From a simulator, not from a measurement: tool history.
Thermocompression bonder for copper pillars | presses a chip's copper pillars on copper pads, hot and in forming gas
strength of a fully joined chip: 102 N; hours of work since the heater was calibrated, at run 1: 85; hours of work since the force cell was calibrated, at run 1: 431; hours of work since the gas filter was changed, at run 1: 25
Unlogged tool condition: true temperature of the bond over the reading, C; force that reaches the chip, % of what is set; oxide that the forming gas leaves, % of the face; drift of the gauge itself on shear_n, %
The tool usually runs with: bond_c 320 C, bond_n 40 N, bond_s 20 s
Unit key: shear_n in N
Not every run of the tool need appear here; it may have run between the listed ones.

run   hour  bond_c  bond_n  bond_s  hours of work since the heater was calibrated  hours of work since the force cell was calibrated  hours of work since the gas filter was changed  shear_n
  1      0     320      40      20                                             85                                                431                                              25     62.8
  2    9.1     299      40      20                                             90                                                437                                              30     54.6
  3   19.6     320      32      20                                             96                                                443                                              36     54.8
  4   38.8     320      32      20                                            107                                                453                                              47     54.8
  5   47.2     320      32      20                                            112                                                458                                              52     55.5
  6   59.7     320      32      20                                            119                                                465                                              59     55.5
  7   68.7     320      32      20                                            124                                                470                                              64     55.6
  8   77.9     320      32      20                                            129                                                476                                              69     55.1
  9   97.3     320      40      26                                            140                                                487                                              80     67.8
 10  112.2     320      40      26                                            148                                                495                                              88     67.3
 11  125.9     320      40      40                                            156                                                503                                              96     76.4
 12  134.1     320      40      40                                            161                                                507                                             101     75.5
 13  145.8     320      40      40                                            167                                                514                                             108     75.3
 14  164.1     296      40      40                                            178                                                525                                             118     65.8
 15  173.1     297      40      21                                            183                                                530                                             123     54.7
 16  186.5     320      40      46                                            191                                                537                                             131     77.5
 17  205.2     320      40      21                                            201                                                548                                             141     63.5
 18  225.4     291      40      21                                            213                                                559                                             153     52.3
 19  236.8     291      40      21                                            219                                                566                                             159     50.9
 20  255.3     291      40      21                                            230                                                576                                             170       52
 21  272.8     293      47      14                                            240                                                586                                             180     50.9
 22  288.7     338      34      11                                            249                                                595                                             189     53.2
 23  303.5     313      34      16                                            257                                                604                                             197     50.2
 24  320.1     313      34      16                                            266                                                613                                             206     50.9

3 ways to go on from here, each from the tool as it stands after run 24. What would each give?
  A  340.4     320      43      20                                            278                                                625                                             218        ?
  B  340.4     313      35      16                                            278                                                625                                             218        ?
  C  340.4     310      36      40                                            278                                                625                                             218        ?

run  shear_n
  A       65
  B     51.4
  C     68.3
With the hidden condition removed and each run's random variation left untouched, the same runs would have given:
run  shear_n
  A     65.1
  B     51.5
  C     68.4
